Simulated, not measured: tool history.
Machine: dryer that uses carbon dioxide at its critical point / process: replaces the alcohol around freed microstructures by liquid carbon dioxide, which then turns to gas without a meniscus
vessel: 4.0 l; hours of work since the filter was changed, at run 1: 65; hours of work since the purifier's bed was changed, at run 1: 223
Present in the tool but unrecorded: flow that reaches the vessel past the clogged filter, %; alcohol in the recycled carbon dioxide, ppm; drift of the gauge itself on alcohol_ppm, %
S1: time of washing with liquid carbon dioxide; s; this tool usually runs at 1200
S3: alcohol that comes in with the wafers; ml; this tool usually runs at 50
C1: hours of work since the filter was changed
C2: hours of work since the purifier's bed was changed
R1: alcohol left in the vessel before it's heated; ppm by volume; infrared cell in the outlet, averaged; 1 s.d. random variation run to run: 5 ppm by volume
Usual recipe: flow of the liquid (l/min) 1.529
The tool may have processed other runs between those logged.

{"run": 1, "hour": 0.0, "S1": 1200, "flow of the liquid (l/min)": 1.529, "S3": 50, "C1": 65, "C2": 223, "R1": 48}
{"run": 2, "hour": 16.0, "S1": 1200, "flow of the liquid (l/min)": 1.529, "S3": 50, "C1": 71, "C2": 229, "R1": 43}
{"run": 3, "hour": 44.1, "S1": 1200, "flow of the liquid (l/min)": 1.529, "S3": 50, "C1": 83, "C2": 241, "R1": 44}
{"run": 4, "hour": 63.4, "S1": 900, "flow of the liquid (l/min)": 1.529, "S3": 50, "C1": 91, "C2": 249, "R1": 117}
{"run": 5, "hour": 77.6, "S1": 1200, "flow of the liquid (l/min)": 1.529, "S3": 50, "C1": 97, "C2": 255, "R1": 52}
{"run": 6, "hour": 92.3, "S1": 1200, "flow of the liquid (l/min)": 1.529, "S3": 50, "C1": 103, "C2": 261, "R1": 58}
{"run": 7, "hour": 112.9, "S1": 780, "flow of the liquid (l/min)": 1.529, "S3": 50, "C1": 112, "C2": 270, "R1": 181}
{"run": 8, "hour": 144.2, "S1": 720, "flow of the liquid (l/min)": 1.529, "S3": 43, "C1": 125, "C2": 283, "R1": 218}
{"run": 9, "hour": 158.0, "S1": 720, "flow of the liquid (l/min)": 1.529, "S3": 43, "C1": 131, "C2": 289, "R1": 217}
{"run": 10, "hour": 182.6, "S1": 720, "flow of the liquid (l/min)": 1.529, "S3": 43, "C1": 141, "C2": 299, "R1": 211}
{"run": 11, "hour": 204.5, "S1": 1560, "flow of the liquid (l/min)": 1.529, "S3": 98, "C1": 150, "C2": 308, "R1": 56}
{"run": 12, "hour": 219.9, "S1": 1500, "flow of the liquid (l/min)": 2.4, "S3": 42, "C1": 157, "C2": 314, "R1": 49}

5 options for the next run, each taken on its own from the tool as it stands now. Forecast them:
{"run": "A", "hour": 237.2, "S1": 1500, "flow of the liquid (l/min)": 1.24, "S3": 22, "C1": 164, "C2": 322, "R1": "?"}
{"run": "B", "hour": 237.2, "S1": 1200, "flow of the liquid (l/min)": 1.95, "S3": 50, "C1": 164, "C2": 322, "R1": "?"}
{"run": "C", "hour": 237.2, "S1": 1200, "flow of the liquid (l/min)": 1.02, "S3": 53, "C1": 164, "C2": 322, "R1": "?"}
{"run": "D", "hour": 237.2, "S1": 1200, "flow of the liquid (l/min)": 1.529, "S3": 87, "C1": 164, "C2": 322, "R1": "?"}
{"run": "E", "hour": 237.2, "S1": 720, "flow of the liquid (l/min)": 1.22, "S3": 66, "C1": 164, "C2": 322, "R1": "?"}

run=A R1=58
run=B R1=50
run=C R1=179
run=D R1=73
run=E R1=662
With the hidden condition removed and each run's random variation left untouched, the same runs would have given:
run=A R1=12
run=B R1=5
run=C R1=119
run=D R1=25
run=E R1=569

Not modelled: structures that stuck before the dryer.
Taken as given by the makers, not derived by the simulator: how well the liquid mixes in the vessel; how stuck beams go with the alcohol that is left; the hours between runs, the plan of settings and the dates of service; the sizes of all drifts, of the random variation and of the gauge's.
